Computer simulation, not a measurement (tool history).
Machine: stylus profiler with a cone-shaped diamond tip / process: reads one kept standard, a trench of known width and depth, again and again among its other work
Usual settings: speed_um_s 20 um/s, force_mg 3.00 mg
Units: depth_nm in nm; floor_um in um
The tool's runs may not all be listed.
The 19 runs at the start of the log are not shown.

| run | hour | speed_um_s | force_mg | scans with this tip | hours of work since the height scale was calibrated | depth_nm | floor_um |
|---|---|---|---|---|---|---|---|
| 20 | 555.4 | 56 | 3.00 | 16206 | 373 | 100.92 | 28.56 |
| 21 | 585.5 | 56 | 3.00 | 16429 | 392 | 100.93 | 28.59 |
| 22 | 604.5 | 56 | 3.00 | 16569 | 405 | 100.95 | 28.61 |
| 23 | 630.7 | 56 | 3.00 | 16762 | 422 | 100.95 | 28.50 |
| 24 | 655.3 | 56 | 3.00 | 16943 | 437 | 100.94 | 28.56 |
| 25 | 680.1 | 27 | 7.43 | 17126 | 453 | 101.72 | 28.62 |
| 26 | 709.8 | 27 | 7.43 | 17345 | 473 | 101.72 | 28.71 |
| 27 | 735.7 | 27 | 7.43 | 17536 | 489 | 101.68 | 28.69 |
| 28 | 763.0 | 27 | 7.43 | 17737 | 507 | 101.67 | 28.70 |
| 29 | 786.1 | 22 | 2.89 | 17908 | 522 | 100.92 | 28.62 |
| 30 | 805.9 | 63 | 5.39 | 18053 | 535 | 101.42 | 28.65 |
| 31 | 830.0 | 9 | 1.28 | 18231 | 550 | 100.56 | 28.75 |
| 32 | 867.0 | 18 | 2.22 | 18504 | 574 | 100.74 | 28.70 |
| 33 | 905.8 | 24 | 7.53 | 18790 | 599 | 101.69 | 28.65 |
| 34 | 926.0 | 24 | 7.53 | 18939 | 613 | 101.71 | 28.66 |
| 35 | 943.9 | 24 | 7.53 | 19070 | 624 | 101.72 | 28.61 |
| 36 | 968.7 | 63 | 1.05 | 19254 | 640 | 100.43 | 28.37 |
| 37 | 988.3 | 10 | 2.95 | 19398 | 653 | 100.89 | 28.70 |
| 38 | 1026.3 | 13 | 1.06 | 19678 | 677 | 100.47 | 28.63 |
| 39 | 1067.3 | 12 | 1.06 | 19980 | 704 | 100.48 | 28.62 |
| 40 | 1085.9 | 12 | 1.06 | 20117 | 716 | 100.48 | 28.69 |

Predict the results of run 41:
| 41 | 1112.8 | 72 | 8.70 | 20316 | 733 | ? | ? |

depth_nm: 101.87 nm
floor_um: 28.63 um
Without the tool's hidden state the same run would have given depth_nm 101.86 nm, floor_um 28.64 um.

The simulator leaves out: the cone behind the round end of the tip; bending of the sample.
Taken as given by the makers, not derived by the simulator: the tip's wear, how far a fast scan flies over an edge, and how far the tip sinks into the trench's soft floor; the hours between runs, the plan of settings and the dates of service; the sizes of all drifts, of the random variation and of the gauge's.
